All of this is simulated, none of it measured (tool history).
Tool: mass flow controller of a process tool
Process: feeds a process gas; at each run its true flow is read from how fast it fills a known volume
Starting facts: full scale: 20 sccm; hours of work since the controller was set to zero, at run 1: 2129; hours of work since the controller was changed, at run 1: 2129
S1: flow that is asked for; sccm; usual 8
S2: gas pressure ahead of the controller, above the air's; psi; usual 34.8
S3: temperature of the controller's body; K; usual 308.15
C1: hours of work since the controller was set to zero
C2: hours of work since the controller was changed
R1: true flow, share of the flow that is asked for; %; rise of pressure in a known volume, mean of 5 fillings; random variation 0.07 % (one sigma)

run 1 hour=0 | S1=8 S2=34.8 S3=308.15 | C1=2129 C2=2129 | R1=100.86
run 2 hour=167.9 | S1=8 S2=34.8 S3=308.15 | C1=2183 C2=2183 | R1=101.03
run 3 hour=322.2 | S1=8 S2=22.2 S3=308.15 | C1=2233 C2=2233 | R1=101.25
run 4 hour=467.7 | S1=8 S2=22.2 S3=308.15 | C1=2279 C2=2279 | R1=101.2
run 5 hour=573.5 | S1=8 S2=22.2 S3=308.15 | C1=2314 C2=2314 | R1=101.34
run 6 hour=654.9 | S1=17 S2=34.8 S3=308.15 | C1=2340 C2=2340 | R1=102.09
run 7 hour=730.8 | S1=17 S2=34.8 S3=308.15 | C1=2364 C2=2364 | R1=102.22
run 8 hour=859.9 | S1=17 S2=34.8 S3=308.15 | C1=2406 C2=2406 | R1=102.02
run 9 hour=994.5 | S1=8 S2=34.8 S3=308.15 | C1=2449 C2=2449 | R1=101.44
run 10 hour=1123.6 | S1=2 S2=34.8 S3=308.15 | C1=2491 C2=2491 | R1=104.33
run 11 hour=1224.2 | S1=2 S2=34.8 S3=308.15 | C1=2523 C2=2523 | R1=104.39
-- hour=1239.9 controller's zero set anew
run 12 hour=1329.1 | S1=5 S2=34.8 S3=294.15 | C1=29 C2=2557 | R1=101.59
run 13 hour=1503.2 | S1=5 S2=32.8 S3=294.15 | C1=85 C2=2613 | R1=101.66
run 14 hour=1606.1 | S1=3 S2=32.8 S3=309.15 | C1=118 C2=2646 | R1=103.47

Predict the results of run 15:
run 15 hour=1723.9 | S1=10 S2=23.9 S3=299.15 | C1=156 C2=2684 | R1=?

{"run 15": {"R1": 101.62}}
Were there no unlogged condition in the tool, this run, its random variation unchanged, would have produced R1 98.38 %.

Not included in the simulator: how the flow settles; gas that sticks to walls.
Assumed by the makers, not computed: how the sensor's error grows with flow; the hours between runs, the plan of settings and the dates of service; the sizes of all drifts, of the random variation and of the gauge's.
